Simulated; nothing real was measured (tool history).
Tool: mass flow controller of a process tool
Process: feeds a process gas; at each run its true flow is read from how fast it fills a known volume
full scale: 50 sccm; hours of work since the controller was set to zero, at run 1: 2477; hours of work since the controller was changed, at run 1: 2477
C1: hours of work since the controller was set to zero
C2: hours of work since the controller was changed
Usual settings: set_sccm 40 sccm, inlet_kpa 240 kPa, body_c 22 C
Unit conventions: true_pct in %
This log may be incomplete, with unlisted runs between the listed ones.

{"run": 1, "day": 0.0, "set_sccm": 40, "inlet_kpa": 240, "body_c": 22, "C1": 2477, "C2": 2477, "true_pct": 99.39}
{"run": 2, "day": 2.483, "set_sccm": 40, "inlet_kpa": 240, "body_c": 22, "C1": 2519, "C2": 2519, "true_pct": 99.24}
{"run": 3, "day": 5.262, "set_sccm": 40, "inlet_kpa": 240, "body_c": 22, "C1": 2566, "C2": 2566, "true_pct": 99.39}
{"run": 4, "day": 6.967, "set_sccm": 40, "inlet_kpa": 240, "body_c": 22, "C1": 2594, "C2": 2594, "true_pct": 99.31}
{"run": 5, "day": 10.838, "set_sccm": 40, "inlet_kpa": 188, "body_c": 22, "C1": 2660, "C2": 2660, "true_pct": 99.81}
{"run": 6, "day": 14.154, "set_sccm": 40, "inlet_kpa": 188, "body_c": 22, "C1": 2716, "C2": 2716, "true_pct": 99.63}
{"run": 7, "day": 16.708, "set_sccm": 40, "inlet_kpa": 240, "body_c": 22, "C1": 2759, "C2": 2759, "true_pct": 99.34}
{"run": 8, "day": 19.088, "set_sccm": 40, "inlet_kpa": 240, "body_c": 22, "C1": 2799, "C2": 2799, "true_pct": 99.33}
{"run": 9, "day": 22.15, "set_sccm": 9, "inlet_kpa": 240, "body_c": 22, "C1": 2850, "C2": 2850, "true_pct": 97.3}
{"run": 10, "day": 24.496, "set_sccm": 9, "inlet_kpa": 240, "body_c": 22, "C1": 2890, "C2": 2890, "true_pct": 97.33}
{"run": 11, "day": 27.525, "set_sccm": 9, "inlet_kpa": 240, "body_c": 22, "C1": 2941, "C2": 2941, "true_pct": 97.33}
{"run": 12, "day": 30.533, "set_sccm": 40, "inlet_kpa": 246, "body_c": 22, "C1": 2992, "C2": 2992, "true_pct": 99.29}
{"run": 13, "day": 33.958, "set_sccm": 40, "inlet_kpa": 240, "body_c": 22, "C1": 3049, "C2": 3049, "true_pct": 99.37}
{"run": 14, "day": 35.85, "set_sccm": 40, "inlet_kpa": 240, "body_c": 22, "C1": 3081, "C2": 3081, "true_pct": 99.21}
{"run": 15, "day": 38.417, "set_sccm": 40, "inlet_kpa": 240, "body_c": 22, "C1": 3125, "C2": 3125, "true_pct": 99.28}
{"run": 16, "day": 40.575, "set_sccm": 40, "inlet_kpa": 240, "body_c": 22, "C1": 3161, "C2": 3161, "true_pct": 99.43}
{"run": 17, "day": 42.838, "set_sccm": 40, "inlet_kpa": 240, "body_c": 22, "C1": 3199, "C2": 3199, "true_pct": 99.34}
{"run": 18, "day": 45.654, "set_sccm": 40, "inlet_kpa": 240, "body_c": 22, "C1": 3247, "C2": 3247, "true_pct": 99.32}
{"run": 19, "day": 49.238, "set_sccm": 34, "inlet_kpa": 240, "body_c": 29, "C1": 3307, "C2": 3307, "true_pct": 98.45}
{"run": 20, "day": 51.938, "set_sccm": 13, "inlet_kpa": 240, "body_c": 22, "C1": 3353, "C2": 3353, "true_pct": 97.6}
{"run": 21, "day": 54.679, "set_sccm": 13, "inlet_kpa": 149, "body_c": 33, "C1": 3399, "C2": 3399, "true_pct": 97.35}
{"run": 22, "day": 57.692, "set_sccm": 40, "inlet_kpa": 157, "body_c": 21, "C1": 3450, "C2": 3450, "true_pct": 100.02}
{"run": 23, "day": 59.529, "set_sccm": 40, "inlet_kpa": 255, "body_c": 22, "C1": 3481, "C2": 3481, "true_pct": 99.22}
{"run": 24, "day": 62.467, "set_sccm": 40, "inlet_kpa": 255, "body_c": 22, "C1": 3530, "C2": 3530, "true_pct": 99.21}
{"run": 25, "day": 64.792, "set_sccm": 37, "inlet_kpa": 251, "body_c": 26, "C1": 3569, "C2": 3569, "true_pct": 98.76}
{"run": 26, "day": 67.388, "set_sccm": 11, "inlet_kpa": 252, "body_c": 26, "C1": 3613, "C2": 3613, "true_pct": 97.03}
{"run": 27, "day": 71.088, "set_sccm": 11, "inlet_kpa": 252, "body_c": 26, "C1": 3675, "C2": 3675, "true_pct": 96.98}
{"run": 28, "day": 73.683, "set_sccm": 48, "inlet_kpa": 167, "body_c": 26, "C1": 3719, "C2": 3719, "true_pct": 100.15}
{"run": 29, "day": 75.942, "set_sccm": 48, "inlet_kpa": 167, "body_c": 26, "C1": 3757, "C2": 3757, "true_pct": 100.02}
{"run": 30, "day": 79.05, "set_sccm": 48, "inlet_kpa": 167, "body_c": 26, "C1": 3810, "C2": 3810, "true_pct": 100.13}
{"run": 31, "day": 82.875, "set_sccm": 48, "inlet_kpa": 167, "body_c": 26, "C1": 3874, "C2": 3874, "true_pct": 100.11}
{"run": 32, "day": 85.796, "set_sccm": 40, "inlet_kpa": 155, "body_c": 28, "C1": 3923, "C2": 3923, "true_pct": 99.53}
{"run": 33, "day": 89.442, "set_sccm": 40, "inlet_kpa": 155, "body_c": 28, "C1": 3985, "C2": 3985, "true_pct": 99.4}
{"run": 34, "day": 93.029, "set_sccm": 40, "inlet_kpa": 155, "body_c": 28, "C1": 4045, "C2": 4045, "true_pct": 99.36}
{"run": 35, "day": 96.842, "set_sccm": 40, "inlet_kpa": 155, "body_c": 28, "C1": 4110, "C2": 4110, "true_pct": 99.42}

Run 36, settings as shown, results not yet in. Your forecast:
{"run": 36, "day": 99.504, "set_sccm": 12, "inlet_kpa": 253, "body_c": 37, "C1": 4154, "C2": 4154, "true_pct": "?"}

true_pct: 96.16 %
Without the tool's hidden state the same run would have given true_pct 96.14 %.
